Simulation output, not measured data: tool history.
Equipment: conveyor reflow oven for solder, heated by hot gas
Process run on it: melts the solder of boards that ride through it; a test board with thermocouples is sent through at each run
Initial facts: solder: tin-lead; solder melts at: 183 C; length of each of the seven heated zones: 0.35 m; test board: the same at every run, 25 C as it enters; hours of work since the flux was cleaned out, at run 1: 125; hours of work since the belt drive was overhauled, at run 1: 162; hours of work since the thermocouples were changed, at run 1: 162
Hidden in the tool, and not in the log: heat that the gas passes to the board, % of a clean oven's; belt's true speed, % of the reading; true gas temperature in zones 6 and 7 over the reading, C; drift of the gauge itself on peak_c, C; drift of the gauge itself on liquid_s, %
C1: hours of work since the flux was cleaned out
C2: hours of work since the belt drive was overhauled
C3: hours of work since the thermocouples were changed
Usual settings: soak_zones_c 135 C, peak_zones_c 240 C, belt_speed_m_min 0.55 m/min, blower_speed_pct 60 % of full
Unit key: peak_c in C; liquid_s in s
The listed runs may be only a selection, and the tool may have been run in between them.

Run 1, day 0: usual settings; C1 125; C2 162; C3 162. Result: peak_c 222.45 C, liquid_s 59.8 s.
Run 2, day 1.096: usual settings; C1 143; C2 180; C3 180. Result: peak_c 222.42 C, liquid_s 60.1 s.
Run 3, day 1.708: usual settings; C1 153; C2 190; C3 190. Result: peak_c 222.37 C, liquid_s 59.8 s.
At day 2.446: flux residue cleaned out of gas plates and filters.
Run 4, day 2.446: usual settings; C1 0; C2 199; C3 199. Result: peak_c 222.5 C, liquid_s 59.9 s.
Run 5, day 3.038: usual settings; C1 10; C2 209; C3 209. Result: peak_c 222.45 C, liquid_s 59.8 s.
Run 6, day 4.054: usual settings; C1 27; C2 226; C3 226. Result: peak_c 222.43 C, liquid_s 59.9 s.
Run 7, day 4.892: usual settings but belt_speed_m_min 0.444 m/min; C1 41; C2 240; C3 240. Result: peak_c 228.86 C, liquid_s 80.3 s.
Run 8, day 5.358: usual settings but belt_speed_m_min 0.444 m/min; C1 48; C2 247; C3 247. Result: peak_c 228.82 C, liquid_s 80 s.
Run 9, day 6.508: usual settings but belt_speed_m_min 0.485 m/min; C1 68; C2 267; C3 267. Result: peak_c 226.28 C, liquid_s 71.3 s.
Run 10, day 7.242: usual settings but belt_speed_m_min 0.485 m/min; C1 80; C2 279; C3 279. Result: peak_c 226.39 C, liquid_s 71.2 s.
Run 11, day 8.162: usual settings but soak_zones_c 124 C, peak_zones_c 253 C; C1 95; C2 294; C3 294. Result: peak_c 231.99 C, liquid_s 62.5 s.
Run 12, day 8.654: usual settings but soak_zones_c 124 C, peak_zones_c 253 C; C1 103; C2 302; C3 302. Result: peak_c 231.85 C, liquid_s 62.7 s.
Run 13, day 9.758: usual settings but soak_zones_c 134 C, peak_zones_c 248 C, belt_speed_m_min 0.539 m/min, blower_speed_pct 57 % of full; C1 122; C2 321; C3 321. Result: peak_c 228.91 C, liquid_s 65 s.
Run 14, day 10.221: usual settings but soak_zones_c 134 C, peak_zones_c 248 C, belt_speed_m_min 0.539 m/min, blower_speed_pct 57 % of full; C1 129; C2 328; C3 328. Result: peak_c 229.04 C, liquid_s 64.9 s.
Run 15, day 11.017: usual settings but soak_zones_c 134 C, peak_zones_c 248 C, belt_speed_m_min 0.539 m/min, blower_speed_pct 57 % of full; C1 142; C2 341; C3 341. Result: peak_c 228.97 C, liquid_s 64.9 s.
Run 16, day 11.954: usual settings but soak_zones_c 134 C, peak_zones_c 248 C, belt_speed_m_min 0.539 m/min, blower_speed_pct 57 % of full; C1 158; C2 357; C3 357. Result: peak_c 228.93 C, liquid_s 64.9 s.
At day 12.421: flux residue cleaned out of gas plates and filters.
Run 17, day 12.8: usual settings but soak_zones_c 140 C, peak_zones_c 243 C, belt_speed_m_min 0.582 m/min, blower_speed_pct 89 % of full; C1 6; C2 368; C3 368. Result: peak_c 230.57 C, liquid_s 63.1 s.
Run 18, day 13.308: usual settings but belt_speed_m_min 0.617 m/min, blower_speed_pct 51 % of full; C1 15; C2 376; C3 376. Result: peak_c 214.9 C, liquid_s 47.2 s.
Run 19, day 14.125: usual settings but soak_zones_c 147 C, belt_speed_m_min 0.655 m/min; C1 28; C2 390; C3 390. Result: peak_c 218.72 C, liquid_s 51 s.

Below are 4 alternative next runs, each starting from the tool's condition after run 19. Predict each:
Run A, day 15.058: usual settings but soak_zones_c 147 C, peak_zones_c 231 C, belt_speed_m_min 0.655 m/min, blower_speed_pct 51 % of full; C1 44; C2 405; C3 405. Result: peak_c ?, liquid_s ?.
Run B, day 15.058: usual settings but soak_zones_c 147 C, belt_speed_m_min 0.652 m/min, blower_speed_pct 65 % of full; C1 44; C2 405; C3 405. Result: peak_c ?, liquid_s ?.
Run C, day 15.058: usual settings but soak_zones_c 147 C, belt_speed_m_min 0.444 m/min; C1 44; C2 405; C3 405. Result: peak_c ?, liquid_s ?.
Run D, day 15.058: usual settings but peak_zones_c 246 C, belt_speed_m_min 0.519 m/min; C1 44; C2 405; C3 405. Result: peak_c ?, liquid_s ?.

run  peak_c  liquid_s
  A   208.3      42.6
  B  220.54      52.3
  C  230.21      85.9
  D  229.79      68.4
The same runs, with their run-to-run variation unchanged, on a tool lacking any hidden condition would have given:
run  peak_c  liquid_s
  A  208.28      42.5
  B  220.52      52.3
  C  230.19      85.8
  D  229.77      68.3

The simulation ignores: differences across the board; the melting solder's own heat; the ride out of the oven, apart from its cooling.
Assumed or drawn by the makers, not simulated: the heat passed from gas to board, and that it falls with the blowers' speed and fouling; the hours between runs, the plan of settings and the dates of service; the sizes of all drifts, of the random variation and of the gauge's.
